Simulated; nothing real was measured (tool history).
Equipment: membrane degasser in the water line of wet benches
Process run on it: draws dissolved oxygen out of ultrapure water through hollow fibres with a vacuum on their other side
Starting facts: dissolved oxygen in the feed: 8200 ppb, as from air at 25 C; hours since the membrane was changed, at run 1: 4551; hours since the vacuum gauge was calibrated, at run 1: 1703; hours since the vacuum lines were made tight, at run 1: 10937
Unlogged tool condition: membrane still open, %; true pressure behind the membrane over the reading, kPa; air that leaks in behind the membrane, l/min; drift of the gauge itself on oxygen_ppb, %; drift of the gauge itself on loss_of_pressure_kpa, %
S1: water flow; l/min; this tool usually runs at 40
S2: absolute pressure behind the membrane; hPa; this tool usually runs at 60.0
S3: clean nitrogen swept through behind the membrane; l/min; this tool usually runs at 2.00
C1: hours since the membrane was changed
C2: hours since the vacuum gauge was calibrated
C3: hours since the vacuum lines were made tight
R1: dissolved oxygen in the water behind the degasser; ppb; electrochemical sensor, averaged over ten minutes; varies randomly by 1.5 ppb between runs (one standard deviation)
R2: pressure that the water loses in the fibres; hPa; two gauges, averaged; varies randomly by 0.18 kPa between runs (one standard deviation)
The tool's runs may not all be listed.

run,hour,S1,S2,S3,C1,C2,C3,R1,R2
1,0.0,40,60.0,2.00,4551,1703,10937,148.3,363.4
2,91.3,40,60.0,2.00,4642,1794,11028,147.5,356.4
3,306.9,40,60.0,2.33,4858,2009,11244,132.8,365.0
4,440.6,40,60.0,2.33,4991,2143,11378,132.3,361.3
5,597.0,40,60.0,2.33,5148,2300,11534,132.7,364.0
6,693.2,40,60.0,2.33,5244,2396,11630,131.6,360.7
7,864.3,40,60.0,5.46,5415,2567,11801,72.9,360.7
8,1088.8,40,60.0,2.00,5639,2791,12026,145.5,361.9
9,1199.5,40,60.0,2.00,5750,2902,12137,149.8,365.2
10,1319.5,40,60.0,2.00,5870,3022,12257,149.5,362.0
11,1533.3,40,60.0,2.00,6084,3236,12471,151.4,365.8
12,1690.1,40,60.0,2.00,6241,3393,12627,150.7,363.7
13,1869.6,40,131.9,2.00,6420,3572,12807,446.7,365.1
# hour 1883.7: vacuum gauge calibrated
14,1995.6,40,131.9,2.00,6546,112,12932,464.4,365.3
15,2134.4,40,131.9,2.00,6685,251,13071,461.2,367.8
16,2235.5,40,131.9,2.00,6786,352,13172,456.6,365.4
17,2423.0,40,131.9,1.76,6973,539,13360,514.1,363.9
# hour 2488.8: vacuum gauge calibrated, once more
18,2605.1,47,98.3,2.00,7155,116,13541,372.1,432.2
19,2722.2,40,71.8,1.76,7272,233,13658,218.9,365.9
20,2865.6,40,71.8,1.76,7415,377,13802,224.1,367.8
21,3012.1,61,59.1,2.00,7562,523,13948,248.1,555.4
22,3171.9,50,123.2,3.96,7722,683,14108,312.0,457.2
23,3369.7,32,72.1,3.96,7919,881,14306,90.7,293.9
# hour 3485.5: seals of the vacuum lines changed
24,3543.6,32,72.1,3.96,8091,1053,58,88.7,294.9
25,3764.6,32,72.1,3.96,8312,1274,279,87.7,296.6
26,3917.8,32,72.1,3.96,8466,1427,432,89.2,294.2
27,4064.2,26,38.5,2.00,8612,1573,579,25.6,240.2
28,4167.6,27,124.8,1.47,8715,1677,682,377.4,250.9
29,4330.2,35,124.8,1.07,8878,1839,845,605.5,326.0
30,4495.7,35,124.8,1.07,9043,2005,1010,614.0,325.1
31,4695.9,54,139.4,1.05,9244,2205,1210,1006.1,502.4

Subtracting, for every run, the result it would have given without the tool's unlogged condition from the measured result gives the following. The same run-to-run variation enters both numbers; the gauge's scatter may not:
run,R1,R2
1,+5.4,+8.0
2,+5.5,+8.1
3,+5.8,+8.7
4,+5.9,+8.9
5,+6.2,+9.3
6,+6.3,+9.4
7,+5.1,+9.8
8,+7.1,+10.2
9,+7.5,+10.4
10,+7.7,+10.6
11,+8.2,+11.0
12,+8.3,+11.3
13,+11.4,+11.6
14,+13.7,+11.9
15,+13.8,+12.2
16,+13.9,+12.4
17,+14.9,+12.6
18,+9.2,+15.4
19,+6.4,+13.3
20,+6.7,+13.6
21,+13.8,+21.0
22,+12.1,+17.6
23,+4.8,+11.6
24,+3.0,+11.8
25,+3.2,+12.2
26,+3.4,+12.4
27,+2.3,+10.3
28,+2.9,+10.9
29,+5.7,+14.4
30,+6.1,+14.5
31,+13.6,+23.1
